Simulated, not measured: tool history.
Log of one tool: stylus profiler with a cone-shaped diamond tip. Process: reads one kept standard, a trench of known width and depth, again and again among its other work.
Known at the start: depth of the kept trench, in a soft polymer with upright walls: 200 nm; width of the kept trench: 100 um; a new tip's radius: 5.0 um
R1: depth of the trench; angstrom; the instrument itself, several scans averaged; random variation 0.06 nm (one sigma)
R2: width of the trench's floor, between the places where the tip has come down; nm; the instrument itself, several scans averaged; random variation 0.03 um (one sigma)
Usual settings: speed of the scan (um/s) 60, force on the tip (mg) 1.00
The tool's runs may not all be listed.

Run 1, hour 0.0: usual settings. Result: R1 2012.3 angstrom, R2 95960 nm.
Run 2, hour 22.2: usual settings. Result: R1 2011.7 angstrom, R2 95920 nm.
Run 3, hour 37.4: usual settings. Result: R1 2011.9 angstrom, R2 95890 nm.
Run 4, hour 48.4: usual settings. Result: R1 2011.8 angstrom, R2 95850 nm.
Run 5, hour 69.3: usual settings. Result: R1 2011.1 angstrom, R2 95840 nm.
Run 6, hour 90.8: usual settings. Result: R1 2012.0 angstrom, R2 95810 nm.
Run 7, hour 109.0: usual settings. Result: R1 2011.2 angstrom, R2 95800 nm.
Run 8, hour 119.3: usual settings but speed of the scan (um/s) 25. Result: R1 2011.3 angstrom, R2 96040 nm.
Run 9, hour 142.5: usual settings but speed of the scan (um/s) 25. Result: R1 2011.7 angstrom, R2 96040 nm.
Run 10, hour 152.2: usual settings but speed of the scan (um/s) 25. Result: R1 2010.8 angstrom, R2 95980 nm.
Run 11, hour 169.3: usual settings but force on the tip (mg) 1.25. Result: R1 2013.7 angstrom, R2 95850 nm.
Run 12, hour 181.4: usual settings but force on the tip (mg) 0.71. Result: R1 2009.0 angstrom, R2 95670 nm.
Run 13, hour 192.0: usual settings but force on the tip (mg) 0.71. Result: R1 2008.6 angstrom, R2 95640 nm.
Run 14, hour 205.3: usual settings but speed of the scan (um/s) 37. Result: R1 2010.6 angstrom, R2 95890 nm.
Run 15, hour 225.3: usual settings. Result: R1 2010.3 angstrom, R2 95760 nm.
Run 16, hour 248.1: usual settings. Result: R1 2011.0 angstrom, R2 95690 nm.
Run 17, hour 270.7: usual settings. Result: R1 2011.4 angstrom, R2 95680 nm.
Run 18, hour 291.1: usual settings. Result: R1 2010.3 angstrom, R2 95570 nm.
Run 19, hour 307.2: usual settings. Result: R1 2011.4 angstrom, R2 95670 nm.
Run 20, hour 320.1: usual settings. Result: R1 2011.5 angstrom, R2 95650 nm.
Run 21, hour 338.4: usual settings but speed of the scan (um/s) 33, force on the tip (mg) 2.21. Result: R1 2020.6 angstrom, R2 95880 nm.
At hour 340.6: height scale calibrated on a step standard.
Run 22, hour 352.6: usual settings but speed of the scan (um/s) 141. Result: R1 2009.3 angstrom, R2 95050 nm.
Run 23, hour 369.1: usual settings but speed of the scan (um/s) 229, force on the tip (mg) 0.69. Result: R1 2006.3 angstrom, R2 94070 nm.
Run 24, hour 381.8: usual settings but speed of the scan (um/s) 229, force on the tip (mg) 0.69. Result: R1 2006.3 angstrom, R2 94070 nm.
Run 25, hour 392.7: usual settings but speed of the scan (um/s) 161, force on the tip (mg) 2.28. Result: R1 2019.5 angstrom, R2 95230 nm.
Run 26, hour 405.1: usual settings but speed of the scan (um/s) 127, force on the tip (mg) 0.50. Result: R1 2004.5 angstrom, R2 94720 nm.
At hour 423.6: height scale calibrated on a step standard, once more.
Run 27, hour 424.2: usual settings but speed of the scan (um/s) 144, force on the tip (mg) 0.45. Result: R1 2007.5 angstrom, R2 94460 nm.
Run 28, hour 442.8: usual settings but speed of the scan (um/s) 20, force on the tip (mg) 0.41. Result: R1 2006.6 angstrom, R2 95680 nm.
Run 29, hour 454.1: usual settings but speed of the scan (um/s) 20, force on the tip (mg) 0.41. Result: R1 2006.9 angstrom, R2 95720 nm.
Run 30, hour 474.6: usual settings but speed of the scan (um/s) 20, force on the tip (mg) 0.41. Result: R1 2006.6 angstrom, R2 95690 nm.
Run 31, hour 485.2: usual settings but speed of the scan (um/s) 177. Result: R1 2014.0 angstrom, R2 94700 nm.
Run 32, hour 497.0: usual settings but speed of the scan (um/s) 28, force on the tip (mg) 0.37. Result: R1 2008.0 angstrom, R2 95560 nm.
Run 33, hour 509.3: usual settings but speed of the scan (um/s) 65, force on the tip (mg) 2.46. Result: R1 2025.0 angstrom, R2 95620 nm.
Run 34, hour 531.2: usual settings but force on the tip (mg) 0.55. Result: R1 2008.1 angstrom, R2 95280 nm.
Run 35, hour 548.3: usual settings but speed of the scan (um/s) 22, force on the tip (mg) 0.60. Result: R1 2009.0 angstrom, R2 95690 nm.
Run 36, hour 567.1: usual settings but speed of the scan (um/s) 39, force on the tip (mg) 1.90. Result: R1 2020.2 angstrom, R2 95630 nm.
Run 37, hour 585.0: usual settings but speed of the scan (um/s) 110, force on the tip (mg) 1.14. Result: R1 2014.0 angstrom, R2 95110 nm.

Measured less the same run without the tool's hidden state. The same run-to-run variation is in both; the gauge's scatter may not be:
The hidden state here: radius of the tip, um; height scale over the true one, %; drift of the gauge itself on depth_nm, %; drift of the gauge itself on floor_um, %.
run    R1     R2
  1  -1.9   -870
  2  -1.9   -890
  3  -1.9   -900
  4  -2.0   -920
  5  -2.0   -930
  6  -2.1   -950
  7  -2.1   -970
  8  -2.1   -980
  9  -2.2  -1000
 10  -2.2  -1000
 11  -2.3  -1020
 12  -2.2  -1030
 13  -2.3  -1050
 14  -2.3  -1050
 15  -2.4  -1070
 16  -2.4  -1100
 17  -2.4  -1110
 18  -2.4  -1140
 19  -2.5  -1140
 20  -2.5  -1160
 21  -2.5  -1170
 22  -4.3  -1180
 23  -4.4  -1190
 24  -4.4  -1210
 25  -4.4  -1220
 26  -4.4  -1220
 27  -0.3  -1240
 28  -0.3  -1260
 29  -0.3  -1260
 30  -0.3  -1290
 31  -0.4  -1300
 32  -0.5  -1310
 33  -0.5  -1310
 34  -0.5  -1330
 35  -0.5  -1350
 36  -0.5  -1360
 37  -0.6  -1380
